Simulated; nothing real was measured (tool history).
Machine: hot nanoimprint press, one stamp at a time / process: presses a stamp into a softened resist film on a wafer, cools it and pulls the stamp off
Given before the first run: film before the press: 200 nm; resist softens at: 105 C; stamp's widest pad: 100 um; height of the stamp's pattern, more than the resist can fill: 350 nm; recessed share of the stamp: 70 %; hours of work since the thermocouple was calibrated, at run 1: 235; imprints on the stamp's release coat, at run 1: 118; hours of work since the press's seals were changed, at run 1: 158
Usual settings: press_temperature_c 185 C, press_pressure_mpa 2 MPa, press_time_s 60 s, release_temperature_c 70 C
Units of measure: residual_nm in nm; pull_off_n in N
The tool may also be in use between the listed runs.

run     day  press_temperature_c  press_pressure_mpa  press_time_s  release_temperature_c  hours of work since the thermocouple was calibrated  imprints on the stamp's release coat  hours of work since the press's seals were changed  residual_nm  pull_off_n
  1       0                  185                   2            60                     70                                                  235                                   118                                                 158         84.7       188.5
  2   2.438                  185                   2            58                     70                                                  266                                   357                                                 189         85.8       188.5
  3   3.812                  185                   2            58                     72                                                  283                                   492                                                 206         85.6       179.9
  4    6.25                  185                   2            58                     72                                                  314                                   732                                                 237         85.5       180.1
  5   8.438                  185                   2            58                     72                                                  342                                   946                                                 265         85.4       180.9
      10.45  -- stamp cleaned and given a new release coat
  6  10.679                  185                   2            58                     72                                                  367                                    23                                                 290         85.5       178.1
  7  12.054                  185                   2            58                     72                                                  385                                   158                                                 308         85.5         180
     13.533  -- plate thermocouple calibrated
  8  14.254                  185                   2            58                     72                                                    9                                   361                                                 334         85.9       179.5
  9  15.721                  185                   2            58                     72                                                   28                                   505                                                 353         85.3       180.8
 10  17.371                  185                   2            58                     72                                                   49                                   667                                                 374         85.7       180.1
 11  18.708                  185                   2            58                     72                                                   66                                   798                                                 391         85.9       179.7
 12  21.517                  185                   2            58                     72                                                  102                                  1074                                                 427         85.4       179.3
     22.212  -- stamp cleaned and given a new release coat
 13  25.075                  185                   2            56                     70                                                  144                                   281                                                 469         86.9       186.2
 14  27.862                  185                   2            56                     70                                                  179                                   555                                                 504         86.9       186.7
 15  30.179                  179                   2            60                     65                                                  208                                   782                                                 533        106.4       206.2
 16  31.842                  185                   2            70                     58                                                  230                                   945                                                 555         80.5       231.8
     33.783  -- stamp cleaned and given a new release coat
 17  33.917                  194                   2            53                     77                                                  253                                    14                                                 578         63.5       159.2
 18  36.679                  176                   2            53                     77                                                  288                                   285                                                 613        122.5         159
 19  39.479                  176                   2            53                     77                                                  324                                   559                                                 649        121.8       158.6
 20  41.875                  185                 1.5            60                     70                                                  354                                   795                                                 679         99.5       185.8
     45.288  -- stamp cleaned and given a new release coat
 21  45.288                  185                 1.5            60                     70                                                  394                                     0                                                 719         99.5       186.4
     45.942  -- plate thermocouple calibrated
 22    48.7                  185                 1.5            60                     70                                                   35                                   323                                                 761         99.3       185.4
 23  50.933                  185                   2            60                     67                                                   63                                   542                                                 789         84.4       197.7
 24  53.496                  185                   2            60                     67                                                   96                                   794                                                 822         84.6       196.9
 25  56.358                  185                   2            60                     67                                                  132                                  1075                                                 858         84.5       197.6
     56.967  -- stamp cleaned and given a new release coat
 26  58.225                  185                   2            60                     67                                                  153                                   123                                                 879         84.7         196
 27  60.896                  178                1.59            31                     60                                                  187                                   385                                                 913        144.8       225.1

Alternative continuations, all from the tool just after run 27; predict every row:
  A  63.638                  178                1.59            53                     61                                                  222                                   655                                                 948            ?           ?
  B  63.638                  179                   2            34                     70                                                  222                                   655                                                 948            ?           ?
  C  63.638                  191                2.27            31                     72                                                  222                                   655                                                 948            ?           ?

run  residual_nm  pull_off_n
  A        127.3         219
  B        124.3       185.1
  C         78.9       178.2
Without the tool's hidden state the same runs would have given:
run  residual_nm  pull_off_n
  A        127.3       222.5
  B        124.3       188.1
  C         78.9       181.1

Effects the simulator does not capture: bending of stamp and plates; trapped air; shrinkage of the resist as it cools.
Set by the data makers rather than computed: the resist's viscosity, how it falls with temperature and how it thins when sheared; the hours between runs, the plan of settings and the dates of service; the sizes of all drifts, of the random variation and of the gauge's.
